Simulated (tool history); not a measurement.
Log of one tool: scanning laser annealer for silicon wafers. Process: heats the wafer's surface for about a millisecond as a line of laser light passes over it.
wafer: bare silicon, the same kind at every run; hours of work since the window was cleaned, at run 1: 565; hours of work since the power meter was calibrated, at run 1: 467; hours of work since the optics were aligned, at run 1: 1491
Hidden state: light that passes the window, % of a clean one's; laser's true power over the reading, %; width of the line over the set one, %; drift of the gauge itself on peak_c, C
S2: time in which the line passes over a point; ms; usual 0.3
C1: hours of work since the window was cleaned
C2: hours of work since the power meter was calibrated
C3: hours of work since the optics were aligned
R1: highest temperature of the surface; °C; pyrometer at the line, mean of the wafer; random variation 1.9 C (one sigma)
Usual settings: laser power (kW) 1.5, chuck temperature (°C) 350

{"run": 1, "hour": 0.0, "laser power (kW)": 1.5, "S2": 0.3, "chuck temperature (°C)": 350, "C1": 565, "C2": 467, "C3": 1491, "R1": 1121}
{"run": 2, "hour": 19.7, "laser power (kW)": 1.5, "S2": 0.3, "chuck temperature (°C)": 350, "C1": 577, "C2": 479, "C3": 1503, "R1": 1122}
{"hour": 26.2, "done": "optics aligned, line set to its width"}
{"run": 3, "hour": 40.9, "laser power (kW)": 1.5, "S2": 0.3, "chuck temperature (°C)": 320, "C1": 587, "C2": 490, "C3": 9, "R1": 1107}
{"run": 4, "hour": 68.7, "laser power (kW)": 1.5, "S2": 0.3, "chuck temperature (°C)": 320, "C1": 605, "C2": 507, "C3": 27, "R1": 1108}
{"run": 5, "hour": 91.4, "laser power (kW)": 1.5, "S2": 0.3, "chuck temperature (°C)": 320, "C1": 619, "C2": 521, "C3": 41, "R1": 1109}
{"run": 6, "hour": 109.9, "laser power (kW)": 1.5, "S2": 0.3, "chuck temperature (°C)": 320, "C1": 630, "C2": 533, "C3": 52, "R1": 1107}
{"run": 7, "hour": 137.5, "laser power (kW)": 1.439, "S2": 0.3, "chuck temperature (°C)": 320, "C1": 648, "C2": 550, "C3": 70, "R1": 1066}
{"run": 8, "hour": 160.6, "laser power (kW)": 1.52, "S2": 0.3, "chuck temperature (°C)": 320, "C1": 662, "C2": 565, "C3": 84, "R1": 1117}
{"hour": 187.0, "done": "window over the wafer cleaned"}
{"run": 9, "hour": 187.6, "laser power (kW)": 1.52, "S2": 0.3, "chuck temperature (°C)": 320, "C1": 0, "C2": 580, "C3": 100, "R1": 1134}
{"run": 10, "hour": 215.4, "laser power (kW)": 1.5, "S2": 0.3, "chuck temperature (°C)": 350, "C1": 18, "C2": 598, "C3": 117, "R1": 1153}
{"run": 11, "hour": 230.0, "laser power (kW)": 1.5, "S2": 0.3, "chuck temperature (°C)": 350, "C1": 27, "C2": 607, "C3": 126, "R1": 1150}
{"run": 12, "hour": 247.3, "laser power (kW)": 1.414, "S2": 0.377, "chuck temperature (°C)": 356, "C1": 38, "C2": 618, "C3": 137, "R1": 1194}
{"run": 13, "hour": 259.8, "laser power (kW)": 1.5, "S2": 0.212, "chuck temperature (°C)": 372, "C1": 46, "C2": 626, "C3": 145, "R1": 1036}
{"run": 14, "hour": 281.8, "laser power (kW)": 1.483, "S2": 0.342, "chuck temperature (°C)": 348, "C1": 59, "C2": 639, "C3": 159, "R1": 1194}
{"run": 15, "hour": 305.6, "laser power (kW)": 1.483, "S2": 0.342, "chuck temperature (°C)": 348, "C1": 74, "C2": 654, "C3": 174, "R1": 1193}
{"run": 16, "hour": 320.6, "laser power (kW)": 1.571, "S2": 0.229, "chuck temperature (°C)": 347, "C1": 84, "C2": 664, "C3": 183, "R1": 1077}
{"run": 17, "hour": 334.3, "laser power (kW)": 1.571, "S2": 0.307, "chuck temperature (°C)": 331, "C1": 92, "C2": 672, "C3": 192, "R1": 1190}
{"run": 18, "hour": 355.8, "laser power (kW)": 1.381, "S2": 0.307, "chuck temperature (°C)": 331, "C1": 106, "C2": 686, "C3": 205, "R1": 1058}
{"run": 19, "hour": 384.1, "laser power (kW)": 1.54, "S2": 0.263, "chuck temperature (°C)": 388, "C1": 123, "C2": 703, "C3": 223, "R1": 1156}
{"run": 20, "hour": 396.8, "laser power (kW)": 1.5, "S2": 0.212, "chuck temperature (°C)": 350, "C1": 131, "C2": 711, "C3": 231, "R1": 1011}
{"run": 21, "hour": 424.7, "laser power (kW)": 1.5, "S2": 0.212, "chuck temperature (°C)": 350, "C1": 149, "C2": 729, "C3": 248, "R1": 1011}

4 ways to go on from here, each from the tool as it stands after run 21. What would each give?
{"run": "A", "hour": 453.3, "laser power (kW)": 1.487, "S2": 0.212, "chuck temperature (°C)": 311, "C1": 167, "C2": 747, "C3": 266, "R1": "?"}
{"run": "B", "hour": 453.3, "laser power (kW)": 1.334, "S2": 0.222, "chuck temperature (°C)": 342, "C1": 167, "C2": 747, "C3": 266, "R1": "?"}
{"run": "C", "hour": 453.3, "laser power (kW)": 1.547, "S2": 0.212, "chuck temperature (°C)": 375, "C1": 167, "C2": 747, "C3": 266, "R1": "?"}
{"run": "D", "hour": 453.3, "laser power (kW)": 1.309, "S2": 0.346, "chuck temperature (°C)": 345, "C1": 167, "C2": 747, "C3": 266, "R1": "?"}

run=A R1=963
run=B R1=922
run=C R1=1059
run=D R1=1069
Without the tool's hidden state the same runs would have given:
run=A R1=974
run=B R1=932
run=C R1=1070
run=D R1=1081

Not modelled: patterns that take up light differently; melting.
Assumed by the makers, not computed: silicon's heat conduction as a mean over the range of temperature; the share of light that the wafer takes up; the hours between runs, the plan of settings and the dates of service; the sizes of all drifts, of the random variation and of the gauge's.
